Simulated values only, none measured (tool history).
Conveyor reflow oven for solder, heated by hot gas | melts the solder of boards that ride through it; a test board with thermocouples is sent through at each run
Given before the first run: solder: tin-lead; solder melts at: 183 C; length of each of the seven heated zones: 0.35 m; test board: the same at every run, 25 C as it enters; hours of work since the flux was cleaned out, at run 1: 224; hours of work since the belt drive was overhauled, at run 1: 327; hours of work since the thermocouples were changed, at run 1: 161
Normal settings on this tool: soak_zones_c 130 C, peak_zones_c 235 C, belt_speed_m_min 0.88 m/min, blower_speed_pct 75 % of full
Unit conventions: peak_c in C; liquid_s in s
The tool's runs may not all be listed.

| run | hour | soak_zones_c | peak_zones_c | belt_speed_m_min | blower_speed_pct | hours of work since the flux was cleaned out | hours of work since the belt drive was overhauled | hours of work since the thermocouples were changed | peak_c | liquid_s |
|---|---|---|---|---|---|---|---|---|---|---|
| 1 | 0 | 130 | 235 | 0.88 | 75 | 224 | 327 | 161 | 220 | 35.3 |
| 2 | 6.6 | 130 | 235 | 0.88 | 75 | 228 | 332 | 166 | 219.5 | 35.4 |
| 3 | 19.4 | 130 | 235 | 0.88 | 75 | 237 | 340 | 174 | 219.9 | 35.2 |
| 4 | 26.6 | 130 | 235 | 0.88 | 75 | 241 | 345 | 179 | 219.7 | 35.8 |
|  | 37.2 | flux residue cleaned out of gas plates and filters |
| 5 | 37.7 | 130 | 235 | 0.88 | 75 | 0 | 349 | 183 | 219.9 | 35.8 |
| 6 | 49.4 | 130 | 235 | 0.88 | 61 | 8 | 356 | 190 | 216 | 33.6 |
| 7 | 58.4 | 130 | 235 | 0.88 | 61 | 14 | 362 | 196 | 217.7 | 34.2 |
| 8 | 64.4 | 116 | 235 | 0.88 | 75 | 18 | 366 | 200 | 217.9 | 32.7 |
| 9 | 73 | 116 | 235 | 0.88 | 75 | 23 | 371 | 206 | 218 | 32.1 |
| 10 | 81.5 | 130 | 235 | 0.967 | 75 | 29 | 377 | 211 | 217.1 | 30.5 |
| 11 | 88.2 | 130 | 232 | 0.88 | 75 | 33 | 381 | 216 | 217.1 | 34.5 |
| 12 | 94.5 | 130 | 235 | 0.88 | 75 | 37 | 385 | 220 | 219.2 | 35.9 |
| 13 | 105.5 | 130 | 235 | 0.88 | 58 | 44 | 393 | 227 | 216.9 | 33.5 |
| 14 | 111.7 | 130 | 235 | 0.88 | 86 | 48 | 397 | 231 | 221 | 36.5 |
| 15 | 126 | 124 | 235 | 0.88 | 75 | 58 | 406 | 240 | 219.1 | 34.4 |
| 16 | 135.5 | 124 | 235 | 0.88 | 75 | 64 | 412 | 246 | 219.3 | 34 |
| 17 | 145.8 | 124 | 229 | 0.88 | 57 | 71 | 419 | 253 | 209.1 | 28.8 |
| 18 | 158.3 | 122 | 229 | 0.762 | 57 | 79 | 427 | 261 | 214.4 | 36.7 |
| 19 | 168.5 | 118 | 229 | 0.762 | 63 | 85 | 434 | 268 | 214.5 | 37.1 |
| 20 | 181.6 | 128 | 231 | 0.88 | 85 | 94 | 442 | 276 | 217.3 | 34.7 |
| 21 | 193.8 | 125 | 226 | 0.733 | 70 | 102 | 450 | 284 | 215.9 | 41 |
| 22 | 202.6 | 125 | 226 | 0.733 | 70 | 108 | 456 | 290 | 215.8 | 40.4 |
| 23 | 215.2 | 125 | 238 | 0.733 | 53 | 116 | 464 | 298 | 223.5 | 43.6 |
| 24 | 228 | 130 | 248 | 0.786 | 90 | 124 | 472 | 307 | 236.9 | 47.3 |
| 25 | 241.4 | 130 | 248 | 0.786 | 90 | 133 | 481 | 315 | 237 | 46.9 |
| 26 | 247.6 | 139 | 235 | 0.969 | 75 | 137 | 485 | 319 | 218 | 32.9 |
| 27 | 257.1 | 140 | 249 | 0.713 | 75 | 143 | 491 | 326 | 239.8 | 54.9 |
| 28 | 271.2 | 119 | 249 | 0.88 | 63 | 152 | 501 | 335 | 228.2 | 36.5 |
| 29 | 278.3 | 136 | 235 | 0.822 | 75 | 157 | 505 | 339 | 222.2 | 40.9 |
| 30 | 292.7 | 136 | 235 | 0.711 | 75 | 166 | 515 | 349 | 225.6 | 49.7 |
| 31 | 300.2 | 132 | 242 | 1.022 | 72 | 171 | 519 | 354 | 220.5 | 31 |
| 32 | 310.1 | 123 | 235 | 0.732 | 75 | 178 | 526 | 360 | 224.3 | 45 |

Predict each of these 3 candidate next runs independently; none follows another, all start after run 32:
| A | 316.5 | 130 | 226 | 0.88 | 53 | 182 | 530 | 364 | ? | ? |
| B | 316.5 | 144 | 235 | 0.877 | 77 | 182 | 530 | 364 | ? | ? |
| C | 316.5 | 122 | 224 | 0.745 | 75 | 182 | 530 | 364 | ? | ? |

| run | peak_c | liquid_s |
|---|---|---|
| A | 207.5 | 28.8 |
| B | 222.6 | 39.9 |
| C | 213.9 | 38.2 |
Take away the tool's hidden state, keep each run's random variation, and the runs would have read:
| run | peak_c | liquid_s |
|---|---|---|
| A | 207.6 | 28.8 |
| B | 222.7 | 39.9 |
| C | 214 | 38.2 |
